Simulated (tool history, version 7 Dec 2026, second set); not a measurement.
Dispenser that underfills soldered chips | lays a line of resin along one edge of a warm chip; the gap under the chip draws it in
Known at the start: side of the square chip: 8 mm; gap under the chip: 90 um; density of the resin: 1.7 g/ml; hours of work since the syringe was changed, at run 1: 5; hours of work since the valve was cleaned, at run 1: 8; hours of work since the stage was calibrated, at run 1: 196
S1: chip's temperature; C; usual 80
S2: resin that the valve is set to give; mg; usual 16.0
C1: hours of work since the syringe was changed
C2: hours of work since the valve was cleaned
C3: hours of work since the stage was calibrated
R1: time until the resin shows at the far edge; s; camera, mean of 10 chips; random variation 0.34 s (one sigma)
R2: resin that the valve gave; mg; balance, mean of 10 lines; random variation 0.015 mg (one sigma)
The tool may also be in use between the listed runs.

run	hour	S1	S2	C1	C2	C3	R1	R2
1	0.0	80	16.0	5	8	196	24.7	16.02
2	4.6	80	16.0	9	11	199	30.9	15.98
# hour 5.5: new syringe of resin
3	8.5	80	15.1	2	14	202	20.0	15.07
4	13.0	80	15.1	5	17	205	25.7	15.02
5	16.9	80	15.6	8	20	208	30.5	15.56
# hour 18.6: new syringe of resin
6	22.1	80	15.6	3	23	211	21.2	15.52
7	26.8	80	16.0	6	27	215	25.9	15.93
# hour 31.9: new syringe of resin
8	34.0	80	16.0	1	32	220	18.8	15.88
9	38.7	80	14.5	5	35	223	24.9	14.34
10	43.6	80	14.5	8	39	226	30.5	14.36
# hour 44.9: new syringe of resin
11	47.6	80	14.5	2	41	229	20.1	14.36
12	53.5	80	14.5	6	46	234	26.2	14.33
# hour 57.9: new syringe of resin
13	57.9	80	14.5	0	48	236	17.3	14.31
# hour 61.2: dispensing valve cleaned and set on the balance
14	64.7	80	14.5	4	3	241	23.1	14.48
15	71.1	80	14.6	9	7	245	31.9	14.55
# hour 71.8: new syringe of resin
16	79.2	80	14.6	5	13	251	25.1	14.54
# hour 85.0: new syringe of resin
17	86.5	88	16.7	1	18	256	13.6	16.59
18	90.2	88	14.0	4	21	259	16.9	13.90
19	94.3	88	14.0	7	24	262	19.7	13.87
# hour 98.2: new syringe of resin
20	102.5	88	14.0	3	29	267	15.2	13.86
21	105.9	80	20.7	6	32	270	25.5	20.48
# hour 111.5: new syringe of resin
22	112.4	80	20.7	1	36	274	17.9	20.44
23	116.9	88	18.1	4	39	278	16.6	17.85
24	123.7	88	18.1	9	44	282	23.0	17.83
# hour 125.0: new syringe of resin
25	130.8	88	18.1	4	49	287	16.5	17.82
# hour 133.0: dispensing valve cleaned and set on the balance
26	135.1	88	18.1	7	2	290	19.8	18.04
# hour 138.9: new syringe of resin
27	142.2	73	17.7	2	6	295	27.5	17.60

Measured less the same run without the tool's hidden state. The same run-to-run variation is in both; the gauge's scatter may not be:
The hidden state here: resin's viscosity, % of fresh resin's; dose that the valve gives, % of what is set; true chip temperature over the reading, C; drift of the gauge itself on fill_s, %; drift of the gauge itself on given_mg, %.
run	R1	R2
1	+8.7	+0.01
2	+15.2	-0.01
3	+3.8	-0.02
4	+9.0	-0.03
5	+14.2	-0.05
6	+4.4	-0.07
7	+9.8	-0.09
8	+2.9	-0.11
9	+8.2	-0.11
10	+14.7	-0.14
11	+3.5	-0.15
12	+10.4	-0.17
13	+0.7	-0.18
14	+6.4	-0.02
15	+15.4	-0.04
16	+8.9	-0.07
17	+1.8	-0.11
18	+4.6	-0.10
19	+8.3	-0.12
20	+3.9	-0.15
21	+9.2	-0.24
22	+1.8	-0.26
23	+4.6	-0.25
24	+11.3	-0.28
25	+5.1	-0.31
26	+8.1	-0.05
27	+5.9	-0.08
